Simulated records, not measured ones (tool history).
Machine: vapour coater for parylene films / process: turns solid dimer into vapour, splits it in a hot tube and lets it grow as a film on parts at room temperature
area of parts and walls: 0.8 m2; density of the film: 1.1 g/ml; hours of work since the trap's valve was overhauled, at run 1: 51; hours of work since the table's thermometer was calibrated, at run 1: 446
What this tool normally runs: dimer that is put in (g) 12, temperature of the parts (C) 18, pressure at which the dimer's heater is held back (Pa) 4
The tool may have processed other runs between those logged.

| run | hour | dimer that is put in (g) | temperature of the parts (C) | pressure at which the dimer's heater is held back (Pa) | hours of work since the trap's valve was overhauled | hours of work since the table's thermometer was calibrated | thickness of the film (µm) |
|---|---|---|---|---|---|---|---|
| 1 | 0 | 12 | 18 | 4 | 51 | 446 | 8.58 |
| 2 | 44.8 | 12 | 18 | 4 | 71 | 467 | 8.38 |
| 3 | 82 | 12 | 18 | 4 | 89 | 485 | 8.5 |
| 4 | 128.1 | 12 | 18 | 4 | 110 | 506 | 8.28 |
| 5 | 156.8 | 12 | 18 | 4 | 123 | 519 | 8.17 |
| 6 | 179.4 | 12 | 18 | 4 | 134 | 530 | 8.3 |
| 7 | 199.8 | 12 | 10 | 4 | 143 | 539 | 10.99 |
| 8 | 246.6 | 12 | 10 | 4 | 165 | 561 | 11 |
| 9 | 285.4 | 12 | 10 | 4 | 183 | 579 | 10.91 |
| 10 | 315 | 12 | 10 | 4 | 197 | 593 | 10.95 |
| 11 | 342.4 | 12 | 18 | 4 | 209 | 605 | 7.82 |
| 12 | 363.3 | 12 | 18 | 4 | 219 | 615 | 7.77 |
| 13 | 388.1 | 7 | 22 | 7.63 | 231 | 627 | 3.33 |
| 14 | 425.1 | 7 | 21 | 2.3 | 248 | 644 | 4.58 |
| 15 | 464.2 | 12 | 22 | 4 | 266 | 662 | 6.44 |
| 16 | 507.7 | 12 | 22 | 4 | 286 | 682 | 6.46 |
|  | 517.3 | trap's valve overhauled |
| 17 | 540.4 | 19 | 10 | 4.04 | 11 | 695 | 18.75 |
| 18 | 588.1 | 12 | 27 | 4.17 | 33 | 718 | 5.93 |
| 19 | 632.7 | 11 | 27 | 4.17 | 54 | 738 | 5.34 |
| 20 | 661.9 | 11 | 27 | 4.17 | 67 | 752 | 5.25 |
| 21 | 699.1 | 13 | 24 | 4 | 84 | 769 | 7.12 |
| 22 | 723.3 | 8 | 18 | 4 | 96 | 780 | 5.49 |
| 23 | 756.8 | 8 | 27 | 6.03 | 111 | 796 | 3.51 |
| 24 | 776.9 | 7 | 13 | 4.14 | 120 | 805 | 5.68 |

Here are 5 independent what-if runs from the current tool condition. What would each one return?
| A | 804.6 | 17 | 16 | 2.01 | 133 | 818 | ? |
| B | 804.6 | 6 | 13 | 4.14 | 133 | 818 | ? |
| C | 804.6 | 8 | 21 | 3.75 | 133 | 818 | ? |
| D | 804.6 | 7 | 13 | 4.48 | 133 | 818 | ? |
| E | 804.6 | 6 | 15 | 5.28 | 133 | 818 | ? |

| run | thickness of the film (µm) |
|---|---|
| A | 14.57 |
| B | 4.91 |
| C | 4.86 |
| D | 5.57 |
| E | 4.25 |
Without the tool's unlogged condition, the same runs would have read:
| run | thickness of the film (µm) |
|---|---|
| A | 15.99 |
| B | 5.39 |
| C | 5.34 |
| D | 6.11 |
| E | 4.66 |
